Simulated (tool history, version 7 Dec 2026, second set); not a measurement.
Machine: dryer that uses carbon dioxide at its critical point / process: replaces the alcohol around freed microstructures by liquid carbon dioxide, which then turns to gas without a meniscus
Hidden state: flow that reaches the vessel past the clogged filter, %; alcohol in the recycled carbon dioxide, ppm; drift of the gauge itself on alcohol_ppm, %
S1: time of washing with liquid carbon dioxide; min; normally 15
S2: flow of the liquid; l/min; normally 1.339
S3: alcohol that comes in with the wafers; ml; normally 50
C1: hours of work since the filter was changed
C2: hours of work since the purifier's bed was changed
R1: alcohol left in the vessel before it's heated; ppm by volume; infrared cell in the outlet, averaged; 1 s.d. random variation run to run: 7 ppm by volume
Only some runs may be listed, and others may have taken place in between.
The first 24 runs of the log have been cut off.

run	hour	S1	S2	S3	C1	C2	R1
25	176.4	13	1.870	34	130	119	126
26	180.8	15	2.050	114	132	121	120
27	188.7	18	1.710	51	135	124	73
28	197.2	18	1.710	51	139	127	74
29	204.2	10	1.940	41	142	130	336
30	208.6	15	1.339	21	143	132	155
31	218.0	10	1.090	32	147	136	1222
32	227.9	20	1.770	91	152	140	52
33	234.3	20	1.770	91	154	143	66
34	242.9	20	1.770	91	158	147	50
35	251.9	20	1.770	91	162	151	53
36	256.6	10	1.339	45	164	152	1077
37	265.8	12	0.980	23	168	156	741
38	275.5	12	0.980	23	172	160	730
39	284.3	9	1.170	98	175	164	3818
40	292.7	22	1.680	73	179	168	38
41	302.6	17	1.640	117	183	172	236
42	310.7	19	1.640	52	187	175	71
43	316.2	19	2.130	93	189	178	28
44	322.6	11	1.410	49	192	180	812
45	331.7	11	1.410	49	195	184	817
46	339.3	15	0.970	54	199	187	1034
47	343.3	11	1.870	20	200	189	145

Here are 4 independent what-if runs from the current tool condition. What would each one return?
A	350.1	11	1.340	23	203	192	?
B	350.1	15	1.339	62	203	192	?
C	350.1	14	1.010	20	203	192	?
D	350.1	11	2.040	20	203	192	?

run	R1
A	447
B	471
C	427
D	112
With no hidden state in the tool, these same runs would have given:
run	R1
A	398
B	404
C	381
D	91
